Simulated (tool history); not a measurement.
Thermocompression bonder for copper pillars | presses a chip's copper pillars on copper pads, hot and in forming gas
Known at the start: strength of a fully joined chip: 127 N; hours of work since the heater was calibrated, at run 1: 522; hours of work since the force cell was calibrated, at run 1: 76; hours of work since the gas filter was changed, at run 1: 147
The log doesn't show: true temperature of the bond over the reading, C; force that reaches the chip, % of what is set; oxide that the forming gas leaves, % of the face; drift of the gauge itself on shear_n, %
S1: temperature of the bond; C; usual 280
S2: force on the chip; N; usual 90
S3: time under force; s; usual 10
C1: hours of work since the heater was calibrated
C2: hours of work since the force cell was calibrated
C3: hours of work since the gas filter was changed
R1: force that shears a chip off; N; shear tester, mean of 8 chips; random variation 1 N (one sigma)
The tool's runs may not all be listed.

run	hour	S1	S2	S3	C1	C2	C3	R1
1	0	280	90	10	522	76	147	91.8
2	28.1	280	90	10	534	88	158	88.6
3	59.6	280	90	10	547	102	172	90.6
4	100.5	280	90	10	564	119	189	89
5	136.2	288	90	10	580	134	204	92.4
6	164.8	280	81	10	592	146	216	83.4
7	194.4	280	81	10	604	158	229	83.3
8	218.3	280	81	10	614	169	239	83
9	242	280	81	10	624	179	249	80.5
10	280.8	280	81	10	641	195	265	82.6
11	299.3	280	81	10	648	203	273	81.4
12	328.6	305	90	10	661	215	285	98.2
13	357.7	280	90	10	673	227	297	88.8
14	390.6	280	90	10	687	241	311	87.5
15	424.1	280	90	10	701	255	325	88.2
16	451.8	263	73	10	713	267	337	66
17	470.2	263	73	24	720	275	345	84.3
18	493.7	263	73	24	730	285	355	84.1
19	522.1	261	90	15	742	297	367	84.7
20	560.6	261	90	15	759	313	383	87.8
21	602.2	280	104	14	776	330	401	102
# hour 621.8: heater calibrated with a thermocouple chip
22	621.8	275	90	10	0	338	408	79.7
23	639.9	284	69	16	8	345	416	78
24	656.9	277	56	6	15	353	423	42.7
25	676.5	277	115	9	23	361	431	95.8
26	717.4	255	101	10	40	378	448	74.9
27	758.6	255	101	10	58	396	466	75.9
28	800	255	101	10	75	413	483	75.6
# hour 809.6: forming gas filter changed
29	823.1	280	113	7	85	423	6	94.6

Forecast each of these 3 alternatives for the next run:
A	842.6	273	95	15	93	431	14	?
B	842.6	256	113	10	93	431	14	?
C	842.6	289	94	30	93	431	14	?

run	R1
A	96.8
B	89.2
C	113.7
Without the tool's hidden state the same runs would have given:
run	R1
A	98.2
B	90.7
C	114.7
